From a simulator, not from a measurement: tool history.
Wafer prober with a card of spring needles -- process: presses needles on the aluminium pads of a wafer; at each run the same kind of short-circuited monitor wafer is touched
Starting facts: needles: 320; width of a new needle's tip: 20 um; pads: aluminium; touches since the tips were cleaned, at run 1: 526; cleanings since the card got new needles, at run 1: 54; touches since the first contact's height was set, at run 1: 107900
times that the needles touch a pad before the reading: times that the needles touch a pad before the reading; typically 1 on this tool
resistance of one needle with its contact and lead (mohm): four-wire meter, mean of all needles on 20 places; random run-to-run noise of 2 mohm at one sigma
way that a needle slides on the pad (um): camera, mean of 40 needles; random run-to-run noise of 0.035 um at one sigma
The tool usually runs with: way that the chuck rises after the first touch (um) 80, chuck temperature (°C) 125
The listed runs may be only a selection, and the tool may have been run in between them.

| run | day | way that the chuck rises after the first touch (um) | chuck temperature (°C) | times that the needles touch a pad before the reading | touches since the tips were cleaned | cleanings since the card got new needles | touches since the first contact's height was set | resistance of one needle with its contact and lead (mohm) | way that a needle slides on the pad (um) |
|---|---|---|---|---|---|---|---|---|---|
| 1 | 0.000 | 80 | 125 | 1 | 526 | 54 | 107900 | 212 | 16.48 |
|  | 1.454 | tips cleaned on abrasive film |
| 2 | 1.671 | 80 | 125 | 1 | 1162 | 55 | 116853 | 212 | 16.48 |
|  | 3.092 | tips cleaned on abrasive film |
| 3 | 3.392 | 80 | 104 | 1 | 1617 | 56 | 126083 | 209 | 16.53 |
|  | 4.725 | tips cleaned on abrasive film |
| 4 | 5.712 | 80 | 104 | 1 | 5313 | 57 | 138546 | 211 | 16.49 |
|  | 6.417 | tips cleaned on abrasive film |
|  | 8.079 | tips cleaned on abrasive film |
| 5 | 8.529 | 80 | 78 | 1 | 2428 | 59 | 153641 | 204 | 16.52 |
|  | 9.629 | tips cleaned on abrasive film |
| 6 | 10.167 | 66 | 125 | 1 | 2896 | 60 | 162424 | 213 | 13.64 |
|  | 11.242 | tips cleaned on abrasive film |
| 7 | 11.667 | 66 | 125 | 1 | 2275 | 61 | 170446 | 217 | 13.63 |
|  | 12.992 | tips cleaned on abrasive film |
| 8 | 13.788 | 80 | 125 | 2 | 4274 | 62 | 181832 | 212 | 16.46 |
|  | 14.662 | tips cleaned on abrasive film |
|  | 15.254 | height of the first contact set anew |
| 9 | 15.504 | 80 | 125 | 2 | 4448 | 63 | 1348 | 215 | 16.54 |
|  | 16.425 | tips cleaned on abrasive film |
|  | 18.033 | tips cleaned on abrasive film |
| 10 | 18.958 | 80 | 125 | 2 | 4962 | 65 | 19866 | 212 | 16.52 |
|  | 19.700 | tips cleaned on abrasive film |
|  | 21.250 | tips cleaned on abrasive film |
| 11 | 22.404 | 80 | 125 | 2 | 6198 | 67 | 38351 | 213 | 16.56 |
|  | 22.871 | tips cleaned on abrasive film |
| 12 | 24.008 | 80 | 125 | 1 | 6110 | 68 | 46947 | 211 | 16.64 |
|  | 24.462 | tips cleaned on abrasive film |
|  | 26.000 | tips cleaned on abrasive film |
| 13 | 27.233 | 84 | 54 | 2 | 6628 | 70 | 64244 | 198 | 17.40 |
|  | 27.792 | tips cleaned on abrasive film |
| 14 | 28.733 | 84 | 54 | 2 | 5042 | 71 | 72270 | 194 | 17.35 |
|  | 29.575 | tips cleaned on abrasive film |
| 15 | 30.733 | 80 | 46 | 1 | 6231 | 72 | 83017 | 197 | 16.57 |
|  | 31.233 | tips cleaned on abrasive film |
|  | 32.858 | tips cleaned on abrasive film |
| 16 | 34.117 | 80 | 39 | 1 | 6752 | 74 | 101144 | 200 | 16.59 |
|  | 34.350 | tips cleaned on abrasive film |
|  | 36.025 | tips cleaned on abrasive film |
| 17 | 37.379 | 80 | 125 | 1 | 7278 | 76 | 118646 | 214 | 16.63 |
|  | 37.696 | tips cleaned on abrasive film |
|  | 39.338 | tips cleaned on abrasive film |
| 18 | 39.738 | 73 | 63 | 1 | 2147 | 78 | 131272 | 201 | 15.10 |
|  | 40.879 | tips cleaned on abrasive film |
|  | 42.558 | tips cleaned on abrasive film |
| 19 | 43.138 | 66 | 125 | 2 | 3116 | 80 | 149507 | 217 | 13.75 |
|  | 44.171 | tips cleaned on abrasive film |
| 20 | 45.100 | 80 | 60 | 3 | 4978 | 81 | 160027 | 196 | 16.66 |
|  | 45.783 | tips cleaned on abrasive film |
| 21 | 46.933 | 87 | 59 | 1 | 6190 | 82 | 169875 | 198 | 18.14 |
|  | 47.433 | tips cleaned on abrasive film |
|  | 49.062 | tips cleaned on abrasive film |
| 22 | 49.062 | 80 | 60 | 2 | 0 | 84 | 181263 | 201 | 16.64 |
|  | 50.579 | tips cleaned on abrasive film |
|  | 50.592 | height of the first contact set anew |
| 23 | 51.433 | 61 | 47 | 2 | 4521 | 85 | 4521 | 199 | 12.74 |

Pick out some run-to-run changes in way that a needle slides on the pad (um). Of each, how much would a tool without hidden state show as well, from the settings, what came in and chance, and how much is left for the hidden state and any gauge scatter not in both results compared?
Hidden conditions of the tool in this case: debris on the tips, nm; way that the needles fall short of the set height, um; tips' diameter, um; drift of the gauge itself on contact_mohm, %; drift of the gauge itself on scrub_um, %.
Run 8 -> 9: tips cleaned on abrasive film, height of the first contact set anew. way that a needle slides on the pad (um) +0.08: hidden state +0.03, all else +0.05.
Run 19 -> 20: way that the chuck rises after the first touch (um) 66 -> 80, chuck temperature (°C) 125 -> 60, times that the needles touch a pad before the reading 2 -> 3, tips cleaned on abrasive film. way that a needle slides on the pad (um) +2.91: hidden state +0.02, all else +2.89.
Run 20 -> 21: way that the chuck rises after the first touch (um) 80 -> 87, chuck temperature (°C) 60 -> 59, times that the needles touch a pad before the reading 3 -> 1, tips cleaned on abrasive film. way that a needle slides on the pad (um) +1.48: hidden state +0.03, all else +1.45.
Run 22 -> 23: way that the chuck rises after the first touch (um) 80 -> 61, chuck temperature (°C) 60 -> 47, tips cleaned on abrasive film, height of the first contact set anew. way that a needle slides on the pad (um) -3.90: hidden state -0.02, all else -3.88.

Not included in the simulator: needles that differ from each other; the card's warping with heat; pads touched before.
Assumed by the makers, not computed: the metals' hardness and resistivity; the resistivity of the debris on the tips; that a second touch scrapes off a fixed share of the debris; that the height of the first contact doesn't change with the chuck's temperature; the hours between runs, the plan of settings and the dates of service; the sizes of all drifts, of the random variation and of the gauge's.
